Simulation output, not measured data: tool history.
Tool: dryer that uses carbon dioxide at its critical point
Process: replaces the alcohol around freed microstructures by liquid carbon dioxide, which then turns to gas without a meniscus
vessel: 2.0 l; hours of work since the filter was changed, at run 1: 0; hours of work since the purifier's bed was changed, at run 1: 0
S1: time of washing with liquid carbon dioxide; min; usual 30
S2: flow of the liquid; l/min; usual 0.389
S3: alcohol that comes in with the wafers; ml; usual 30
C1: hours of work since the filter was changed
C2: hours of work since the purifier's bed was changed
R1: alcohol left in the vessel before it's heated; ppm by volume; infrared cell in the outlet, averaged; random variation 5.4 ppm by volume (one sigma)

run,day,S1,S2,S3,C1,C2,R1
1,0,30,0.389,30,0,0,142
2,0.508,30,0.509,30,9,9,42
3,1.304,30,0.509,30,22,22,39
4,2.112,30,0.509,30,36,36,48
5,2.65,30,0.517,30,45,45,50
6,3.033,30,0.517,30,52,52,47
7,3.429,30,0.517,30,59,59,47
8,4.254,30,0.517,30,73,73,49
9,4.971,30,0.517,30,85,85,54
10,5.596,30,0.517,30,96,96,50
11,6.229,30,0.517,30,107,107,58
12,7.054,30,0.389,30,121,121,188
13,7.796,30,0.389,30,134,134,206
14,8.458,30,0.389,30,145,145,216
15,9.108,30,0.389,30,156,156,236
16,9.592,30,0.389,30,164,164,230
17,10.129,30,0.389,30,174,174,239
18,10.892,19,0.389,30,187,187,1074
19,11.683,19,0.389,30,200,200,1080
20,12.117,19,0.389,30,208,208,1113
21,12.962,30,0.311,30,222,222,603
22,13.417,30,0.311,30,230,230,599
23,14.088,30,0.311,30,241,241,622
24,14.483,30,0.311,30,248,248,617

Forecast run 25:
25,15.308,30,0.311,30,262,262,?

Run 25 gave R1 621 ppm by volume.
Without the tool's hidden state the same run would have given R1 356 ppm by volume.
